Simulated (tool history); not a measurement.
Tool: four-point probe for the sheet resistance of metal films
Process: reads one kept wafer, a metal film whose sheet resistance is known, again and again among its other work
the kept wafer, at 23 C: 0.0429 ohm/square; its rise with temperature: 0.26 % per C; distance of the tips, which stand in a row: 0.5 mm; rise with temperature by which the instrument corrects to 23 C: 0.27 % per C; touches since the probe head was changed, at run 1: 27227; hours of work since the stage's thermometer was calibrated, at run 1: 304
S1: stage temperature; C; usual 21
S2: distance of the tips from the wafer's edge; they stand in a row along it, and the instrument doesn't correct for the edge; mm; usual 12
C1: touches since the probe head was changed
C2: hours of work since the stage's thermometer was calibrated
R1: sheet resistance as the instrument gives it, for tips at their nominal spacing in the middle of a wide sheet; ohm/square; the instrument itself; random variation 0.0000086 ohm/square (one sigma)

Run 1, day 0: usual settings; C1 27227; C2 304. Result: R1 0.042978 ohm/square.
Run 2, day 4.525: usual settings but S2 7 mm; C1 31945; C2 375. Result: R1 0.043064 ohm/square.
Run 3, day 6.521: usual settings but S2 7 mm; C1 34023; C2 406. Result: R1 0.043079 ohm/square.
Run 4, day 11.496: usual settings but S1 27 C, S2 7 mm; C1 39212; C2 484. Result: R1 0.043089 ohm/square.
Run 5, day 13.746: usual settings but S1 23 C, S2 7 mm; C1 41557; C2 519. Result: R1 0.043104 ohm/square.
Run 6, day 15.762: usual settings but S1 23 C, S2 7 mm; C1 43659; C2 551. Result: R1 0.043102 ohm/square.
Run 7, day 18.342: usual settings but S1 23 C, S2 7 mm; C1 46350; C2 591. Result: R1 0.043122 ohm/square.
Run 8, day 21.442: usual settings but S2 49 mm; C1 49579; C2 640. Result: R1 0.043026 ohm/square.
Run 9, day 26.342: usual settings but S2 49 mm; C1 54692; C2 716. Result: R1 0.043055 ohm/square.
Run 10, day 29.729: usual settings but S2 7 mm; C1 58223; C2 769. Result: R1 0.043191 ohm/square.
Run 11, day 32.25: usual settings but S2 7 mm; C1 60851; C2 809. Result: R1 0.043198 ohm/square.
Run 12, day 35.392: usual settings but S2 7 mm; C1 64124; C2 858. Result: R1 0.043209 ohm/square.
Run 13, day 39.004: usual settings but S2 29 mm; C1 67893; C2 914. Result: R1 0.043115 ohm/square.
Run 14, day 43.629: usual settings but S2 29 mm; C1 72715; C2 987. Result: R1 0.043128 ohm/square.
Run 15, day 47.704: usual settings but S2 29 mm; C1 76962; C2 1050. Result: R1 0.043149 ohm/square.
Run 16, day 51.512: usual settings but S2 5 mm; C1 80931; C2 1110. Result: R1 0.043394 ohm/square.
Run 17, day 55.246: usual settings but S2 5 mm; C1 84825; C2 1168. Result: R1 0.043401 ohm/square.
Run 18, day 59.088: usual settings but S2 5 mm; C1 88828; C2 1228. Result: R1 0.043432 ohm/square.
Run 19, day 61.4: usual settings but S2 48 mm; C1 91240; C2 1265. Result: R1 0.043206 ohm/square.
Run 20, day 63.404: usual settings but S2 48 mm; C1 93331; C2 1296. Result: R1 0.043212 ohm/square.
Run 21, day 65.4: usual settings but S2 48 mm; C1 95412; C2 1327. Result: R1 0.043231 ohm/square.
At day 65.862: stage's thermometer calibrated.
Run 22, day 69.583: usual settings but S1 28 C; C1 99750; C2 58. Result: R1 0.043275 ohm/square.
At day 70.462: new probe head fitted.
Run 23, day 73.033: usual settings but S1 28 C, S2 4 mm; C1 2680; C2 111. Result: R1 0.043243 ohm/square.
Run 24, day 76.962: usual settings but S1 28 C, S2 4 mm; C1 6776; C2 173. Result: R1 0.043256 ohm/square.
Run 25, day 79.454: usual settings but S1 25 C, S2 31 mm; C1 9374; C2 212. Result: R1 0.042907 ohm/square.
Run 26, day 81.996: usual settings but S1 23 C, S2 21 mm; C1 12025; C2 252. Result: R1 0.042933 ohm/square.
Run 27, day 86.304: usual settings but S1 29 C, S2 4 mm; C1 16519; C2 319. Result: R1 0.043285 ohm/square.
At day 87.8: stage's thermometer calibrated, once more.
Run 28, day 90.483: usual settings but S1 29 C, S2 4 mm; C1 20853; C2 42. Result: R1 0.043269 ohm/square.
Run 29, day 92.992: usual settings but S1 27 C, S2 4 mm; C1 23469; C2 81. Result: R1 0.043292 ohm/square.
Run 30, day 95.692: usual settings but S1 29 C, S2 73 mm; C1 26281; C2 123. Result: R1 0.042935 ohm/square.
Run 31, day 99.133: usual settings but S1 35 C, S2 7 mm; C1 29870; C2 177. Result: R1 0.043043 ohm/square.
Run 32, day 103.121: usual settings but S1 35 C, S2 7 mm; C1 34029; C2 240. Result: R1 0.043065 ohm/square.
Run 33, day 105.642: usual settings but S1 35 C, S2 7 mm; C1 36655; C2 279. Result: R1 0.043085 ohm/square.
Run 34, day 109.562: usual settings but S1 32 C, S2 47 mm; C1 40742; C2 340. Result: R1 0.043002 ohm/square.
Run 35, day 112.929: usual settings but S1 22 C; C1 44253; C2 393. Result: R1 0.043062 ohm/square.
Run 36, day 115.892: usual settings but S1 22 C; C1 47344; C2 439. Result: R1 0.043069 ohm/square.
Run 37, day 119.15: usual settings but S1 32 C, S2 10 mm; C1 50739; C2 490. Result: R1 0.043091 ohm/square.
Run 38, day 121.15: usual settings but S1 19 C, S2 27 mm; C1 52826; C2 521. Result: R1 0.043086 ohm/square.
Run 39, day 125.188: usual settings but S1 24 C, S2 27 mm; C1 57036; C2 585. Result: R1 0.043085 ohm/square.
Run 40, day 128.529: usual settings but S1 18 C, S2 6 mm; C1 60517; C2 637. Result: R1 0.043244 ohm/square.
Run 41, day 132.346: usual settings but S1 18 C, S2 8 mm; C1 64498; C2 697. Result: R1 0.043206 ohm/square.
Run 42, day 135.45: usual settings but S1 28 C, S2 6 mm; C1 67731; C2 745. Result: R1 0.04327 ohm/square.
Run 43, day 138.638: usual settings but S1 28 C, S2 6 mm; C1 71058; C2 795. Result: R1 0.043291 ohm/square.
Run 44, day 141.021: usual settings but S1 28 C, S2 25 mm; C1 73541; C2 832. Result: R1 0.043142 ohm/square.

Forecast each of these 5 alternatives for the next run:
Run A, day 144.146: usual settings but S1 19 C, S2 4 mm; C1 76798; C2 881. Result: R1 ?.
Run B, day 144.146: usual settings but S1 29 C, S2 59 mm; C1 76798; C2 881. Result: R1 ?.
Run C, day 144.146: usual settings but S1 35 C, S2 3 mm; C1 76798; C2 881. Result: R1 ?.
Run D, day 144.146: usual settings but S1 23 C, S2 13 mm; C1 76798; C2 881. Result: R1 ?.
Run E, day 144.146: usual settings but S1 20 C, S2 58 mm; C1 76798; C2 881. Result: R1 ?.

run        R1
  A  0.043524
  B  0.043146
  C  0.043776
  D  0.043193
  E  0.043156
Without the tool's hidden state the same runs would have given:
run        R1
  A  0.043264
  B  0.042888
  C  0.043515
  D  0.042935
  E  0.042898
